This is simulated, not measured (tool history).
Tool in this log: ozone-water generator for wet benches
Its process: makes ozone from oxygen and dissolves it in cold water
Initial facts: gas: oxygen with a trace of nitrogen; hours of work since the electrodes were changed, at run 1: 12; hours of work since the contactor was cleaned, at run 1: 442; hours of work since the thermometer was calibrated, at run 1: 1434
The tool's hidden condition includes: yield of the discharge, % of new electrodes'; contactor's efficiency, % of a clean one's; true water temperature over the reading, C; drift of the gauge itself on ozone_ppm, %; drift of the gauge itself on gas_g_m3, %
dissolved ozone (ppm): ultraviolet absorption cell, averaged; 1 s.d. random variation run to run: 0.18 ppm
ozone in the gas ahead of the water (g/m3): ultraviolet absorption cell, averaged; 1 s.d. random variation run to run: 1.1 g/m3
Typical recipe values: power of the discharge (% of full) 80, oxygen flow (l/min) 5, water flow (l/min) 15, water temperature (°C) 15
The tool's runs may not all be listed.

run	day	power of the discharge (% of full)	oxygen flow (l/min)	water flow (l/min)	water temperature (°C)	hours of work since the electrodes were changed	hours of work since the contactor was cleaned	hours of work since the thermometer was calibrated	dissolved ozone (ppm)	ozone in the gas ahead of the water (g/m3)
1	0	80	5	15	15	12	442	1434	25.4	200.3
2	2.304	80	5	15	15	50	480	1472	25.5	199.3
3	4.675	80	5	15	15	90	520	1512	25.3	199.3
4	5.862	80	5	15	11	110	539	1532	26.7	199.3
5	7.675	80	5	19	15	140	570	1562	21.3	197.5
6	9.225	80	5	19	15	166	596	1588	21.2	198.4
7	10.6	80	5	19	15	189	618	1611	21.3	200.2
8	12.229	80	5	19	15	216	646	1638	21	198.5
9	13.512	80	5	19	15	238	667	1659	20.8	198.4
10	14.688	80	5	19	15	257	687	1679	21.1	200
11	16.738	80	5	15	15	291	721	1713	25	196.5
12	19.15	80	5	15	15	332	761	1753	25.1	198.4
13	21.596	80	5	15	15	372	802	1794	24.8	197.6
14	23.208	80	5	15	15	399	829	1821	24.8	198.9
15	24.725	80	5	15	15	425	854	1847	24.7	199.2
16	25.971	80	5	15	15	446	875	1867	25.2	197.5
17	27.596	80	5	16	12	473	902	1894	24.8	197.2
18	30.225	80	5	16	12	517	946	1938	24.7	198.1
19	32.567	80	5	16	12	556	985	1977	24.7	197.7
20	34.058	51	5	12	11	580	1010	2002	22.3	141.7
21	35.225	51	5	12	11	600	1030	2022	22.2	144.5
22	37.279	68	3.29	20	8	634	1064	2056	18.6	223.9
23	39.221	64	5.82	14	17	667	1096	2088	20.8	153.5
24	40.4	80	5.75	15	15	686	1116	2108	24	181.6
25	42.658	80	3.99	15	15	724	1154	2146	24.9	223.5
26	45.029	80	3.99	12	15	764	1193	2185	29.3	226.5
27	47.554	65	8.97	14	7	806	1235	2228	23.1	119.1
28	49.125	80	5	15	15	832	1262	2254	24.7	196.2
29	51.671	82	5	10	20	875	1304	2296	28.9	201.6
30	54.096	82	5	10	20	915	1345	2337	28.9	200
31	56.671	80	7.54	24	15	958	1388	2380	16.5	152.5
32	59.146	66	5	13	8	999	1429	2421	26.2	171.2

Had the tool no unlogged condition, and each run kept its random variation, what would the results have been?
run	dissolved ozone (ppm)	ozone in the gas ahead of the water (g/m3)
1	25.7	201
2	25.9	200.2
3	25.7	200.4
4	27.2	200.5
5	21.7	198.8
6	21.6	199.8
7	21.7	201.7
8	21.5	200.2
9	21.3	200.2
10	21.6	201.9
11	25.6	198.6
12	25.7	200.6
13	25.5	200.1
14	25.5	201.5
15	25.4	201.9
16	26	200.3
17	25.6	200.2
18	25.5	201.3
19	25.6	201.1
20	23	143.5
21	22.9	146.3
22	19.3	227.7
23	21.6	156.1
24	25	185.3
25	25.9	228.3
26	30.5	231.5
27	24	121.5
28	25.8	201
29	30.2	206.7
30	30.2	205.3
31	17.5	156.7
32	27.5	175.4
